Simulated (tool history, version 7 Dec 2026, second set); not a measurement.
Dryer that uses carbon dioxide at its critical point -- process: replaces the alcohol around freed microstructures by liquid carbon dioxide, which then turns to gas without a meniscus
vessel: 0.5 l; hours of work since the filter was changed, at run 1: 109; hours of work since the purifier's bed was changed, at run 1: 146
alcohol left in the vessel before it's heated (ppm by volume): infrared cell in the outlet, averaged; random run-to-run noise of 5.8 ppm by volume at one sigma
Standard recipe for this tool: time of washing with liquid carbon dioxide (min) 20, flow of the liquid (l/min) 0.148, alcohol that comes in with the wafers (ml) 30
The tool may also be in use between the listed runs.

run    hour  time of washing with liquid carbon dioxide (min)  flow of the liquid (l/min)  alcohol that comes in with the wafers (ml)  hours of work since the filter was changed  hours of work since the purifier's bed was changed  alcohol left in the vessel before it's heated (ppm by volume)
  1     0.0                                                20                       0.148                                          30                                         109                                                 146                                                            273
  2    17.6                                                20                       0.148                                          30                                         119                                                 156                                                            271
  3    57.3                                                20                       0.148                                          30                                         143                                                 180                                                            298
  4    86.3                                                20                       0.148                                          30                                         161                                                 197                                                            295
      110.5  -- inlet filter changed
  5   121.8                                                20                       0.094                                          30                                           7                                                 218                                                           1835
  6   159.0                                                20                       0.094                                          30                                          29                                                 240                                                           1960
  7   183.7                                                20                       0.148                                          30                                          44                                                 255                                                            284
  8   202.1                                                20                       0.148                                          30                                          55                                                 266                                                            278
  9   226.1                                                20                       0.148                                          30                                          69                                                 280                                                            288
 10   252.8                                                20                       0.148                                          30                                          85                                                 296                                                            297
 11   277.1                                                20                       0.148                                          30                                         100                                                 310                                                            316
 12   315.6                                                20                       0.148                                          30                                         123                                                 333                                                            324
 13   335.6                                                20                       0.175                                          30                                         134                                                 345                                                            162
 14   354.5                                                20                       0.175                                          30                                         146                                                 357                                                            171
 15   372.2                                                20                       0.148                                          30                                         156                                                 367                                                            353
 16   390.0                                                23                       0.148                                          30                                         167                                                 378                                                            202
      402.1  -- inlet filter changed
 17   412.0                                                16                       0.148                                          30                                           6                                                 390                                                            717
 18   441.0                                                31                       0.148                                          30                                          23                                                 408                                                            101
 19   458.6                                                13                       0.148                                          30                                          34                                                 418                                                           1598
 20   488.8                                                13                       0.148                                          25                                          52                                                 436                                                           1363
 21   511.7                                                13                       0.148                                          25                                          65                                                 450                                                           1401
 22   537.4                                                21                       0.148                                          30                                          81                                                 465                                                            289
 23   569.0                                                21                       0.148                                          30                                         100                                                 484                                                            283
 24   603.9                                                21                       0.148                                          30                                         121                                                 505                                                            314
 25   634.3                                                20                       0.148                                          25                                         139                                                 523                                                            327
 26   659.7                                                20                       0.148                                          25                                         154                                                 538                                                            354
 27   683.9                                                20                       0.148                                          25                                         168                                                 553                                                            351
      693.8  -- inlet filter changed
 28   723.6                                                22                       0.250                                          25                                          18                                                 576                                                            142
 29   746.1                                                20                       0.243                                          74                                          31                                                 589                                                            152
 30   784.0                                                15                       0.148                                         100                                          54                                                 612                                                           3054
 31   822.6                                                15                       0.148                                         100                                          77                                                 635                                                           3173
 32   840.7                                                15                       0.100                                          89                                          88                                                 646                                                          11232
 33   860.6                                                15                       0.100                                          89                                         100                                                 658                                                          11946
 34   879.4                                                29                       0.148                                          78                                         111                                                 669                                                            218
 35   920.1                                                29                       0.148                                          78                                         135                                                 693                                                            219
 36   949.7                                                29                       0.148                                          20                                         153                                                 711                                                            182
      984.1  -- inlet filter changed
 37   984.8                                                29                       0.148                                          20                                           0                                                 731                                                            188
     1011.1  -- purifier's bed changed
 38  1013.7                                                14                       0.148                                          57                                          16                                                   2                                                           2165
 39  1045.1                                                14                       0.172                                         119                                          35                                                  20                                                           2238
 40  1082.5                                                14                       0.172                                         119                                          57                                                  43                                                           2357
 41  1102.8                                                15                       0.148                                          38                                          69                                                  55                                                           1171
 42  1143.1                                                15                       0.148                                          38                                          93                                                  79                                                           1222
 43  1167.5                                                15                       0.148                                          38                                         108                                                  93                                                           1197
 44  1198.6                                                13                       0.148                                          30                                         126                                                 112                                                           1697
 45  1226.4                                                13                       0.148                                          30                                         143                                                 129                                                           1708
 46  1262.9                                                31                       0.148                                          30                                         165                                                 150                                                             56
     1278.0  -- inlet filter changed
 47  1295.8                                                20                       0.215                                          72                                          11                                                 170                                                             73

Measured less the same run without the tool's hidden state. The same run-to-run variation is in both; the gauge's scatter may not be:
What the log doesn't record here: flow that reaches the vessel past the clogged filter, %; alcohol in the recycled carbon dioxide, ppm; drift of the gauge itself on alcohol_ppm, %.
run  alcohol left in the vessel before it's heated (ppm by volume)
  1                                                            +74
  2                                                            +80
  3                                                            +97
  4                                                           +106
  5                                                            +78
  6                                                           +131
  7                                                            +80
  8                                                            +85
  9                                                            +93
 10                                                           +103
 11                                                           +113
 12                                                           +126
 13                                                           +101
 14                                                           +106
 15                                                           +151
 16                                                           +121
 17                                                           +101
 18                                                            +92
 19                                                           +160
 20                                                           +177
 21                                                           +201
 22                                                           +131
 23                                                           +142
 24                                                           +158
 25                                                           +168
 26                                                           +179
 27                                                           +182
 28                                                           +132
 29                                                           +137
 30                                                           +383
 31                                                           +483
 32                                                          +1056
 33                                                          +1235
 34                                                           +170
 35                                                           +176
 36                                                           +172
 37                                                           +167
 38                                                            +79
 39                                                           +151
 40                                                           +234
 41                                                           +131
 42                                                           +175
 43                                                           +193
 44                                                           +272
 45                                                           +305
 46                                                            +40
 47                                                            +42
